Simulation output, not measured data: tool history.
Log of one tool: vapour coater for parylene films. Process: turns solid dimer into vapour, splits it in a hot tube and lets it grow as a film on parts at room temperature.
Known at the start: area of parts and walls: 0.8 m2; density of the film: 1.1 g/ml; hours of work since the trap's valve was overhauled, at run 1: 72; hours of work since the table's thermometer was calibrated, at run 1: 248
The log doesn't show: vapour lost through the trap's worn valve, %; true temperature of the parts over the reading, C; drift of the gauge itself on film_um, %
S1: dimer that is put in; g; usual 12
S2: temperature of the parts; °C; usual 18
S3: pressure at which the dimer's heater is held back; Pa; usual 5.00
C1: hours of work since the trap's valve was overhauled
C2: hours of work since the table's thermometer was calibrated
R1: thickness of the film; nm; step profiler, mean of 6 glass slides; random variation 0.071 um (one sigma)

{"run": 1, "hour": 0.0, "S1": 12, "S2": 18, "S3": 5.0, "C1": 72, "C2": 248, "R1": 9000}
{"run": 2, "hour": 49.3, "S1": 12, "S2": 18, "S3": 5.0, "C1": 112, "C2": 288, "R1": 8950}
{"run": 3, "hour": 79.0, "S1": 17, "S2": 18, "S3": 5.0, "C1": 136, "C2": 312, "R1": 12500}
{"run": 4, "hour": 110.5, "S1": 17, "S2": 18, "S3": 5.0, "C1": 161, "C2": 337, "R1": 12480}
{"run": 5, "hour": 139.9, "S1": 17, "S2": 18, "S3": 5.0, "C1": 185, "C2": 361, "R1": 12480}
{"run": 6, "hour": 195.0, "S1": 17, "S2": 18, "S3": 5.0, "C1": 229, "C2": 405, "R1": 12250}
{"run": 7, "hour": 247.4, "S1": 17, "S2": 18, "S3": 5.0, "C1": 271, "C2": 448, "R1": 12050}
{"hour": 257.1, "done": "trap's valve overhauled"}
{"run": 8, "hour": 282.6, "S1": 12, "S2": 18, "S3": 5.0, "C1": 21, "C2": 473, "R1": 8040}
{"run": 9, "hour": 315.9, "S1": 12, "S2": 18, "S3": 5.0, "C1": 47, "C2": 499, "R1": 7930}
{"run": 10, "hour": 355.5, "S1": 12, "S2": 18, "S3": 5.0, "C1": 79, "C2": 531, "R1": 7950}
{"run": 11, "hour": 387.9, "S1": 12, "S2": 11, "S3": 7.02, "C1": 105, "C2": 557, "R1": 8760}
{"hour": 400.1, "done": "trap's valve overhauled, once more"}
{"run": 12, "hour": 450.8, "S1": 12, "S2": 11, "S3": 7.02, "C1": 41, "C2": 605, "R1": 10250}
{"run": 13, "hour": 501.3, "S1": 12, "S2": 11, "S3": 7.02, "C1": 81, "C2": 645, "R1": 10240}
{"run": 14, "hour": 556.1, "S1": 14, "S2": 11, "S3": 2.99, "C1": 126, "C2": 690, "R1": 13350}
{"run": 15, "hour": 589.8, "S1": 14, "S2": 29, "S3": 4.49, "C1": 153, "C2": 717, "R1": 8260}
{"run": 16, "hour": 638.7, "S1": 14, "S2": 29, "S3": 4.49, "C1": 192, "C2": 756, "R1": 8100}
{"run": 17, "hour": 668.0, "S1": 14, "S2": 27, "S3": 4.49, "C1": 216, "C2": 780, "R1": 8530}
{"run": 18, "hour": 701.6, "S1": 14, "S2": 10, "S3": 2.81, "C1": 243, "C2": 807, "R1": 13440}
{"hour": 715.9, "done": "table's thermometer calibrated"}
{"run": 19, "hour": 741.5, "S1": 14, "S2": 10, "S3": 2.81, "C1": 274, "C2": 21, "R1": 13050}
{"run": 20, "hour": 776.1, "S1": 7, "S2": 10, "S3": 2.12, "C1": 302, "C2": 48, "R1": 6810}

3 ways to go on from here, each from the tool as it stands after run 20. What would each give?
{"run": "A", "hour": 822.3, "S1": 7, "S2": 21, "S3": 2.12, "C1": 339, "C2": 86, "R1": "?"}
{"run": "B", "hour": 822.3, "S1": 7, "S2": 10, "S3": 5.84, "C1": 339, "C2": 86, "R1": "?"}
{"run": "C", "hour": 822.3, "S1": 8, "S2": 18, "S3": 5.0, "C1": 339, "C2": 86, "R1": "?"}

run=A R1=5200
run=B R1=5740
run=C R1=5640
Without the tool's hidden state the same runs would have given:
run=A R1=5830
run=B R1=6440
run=C R1=6320

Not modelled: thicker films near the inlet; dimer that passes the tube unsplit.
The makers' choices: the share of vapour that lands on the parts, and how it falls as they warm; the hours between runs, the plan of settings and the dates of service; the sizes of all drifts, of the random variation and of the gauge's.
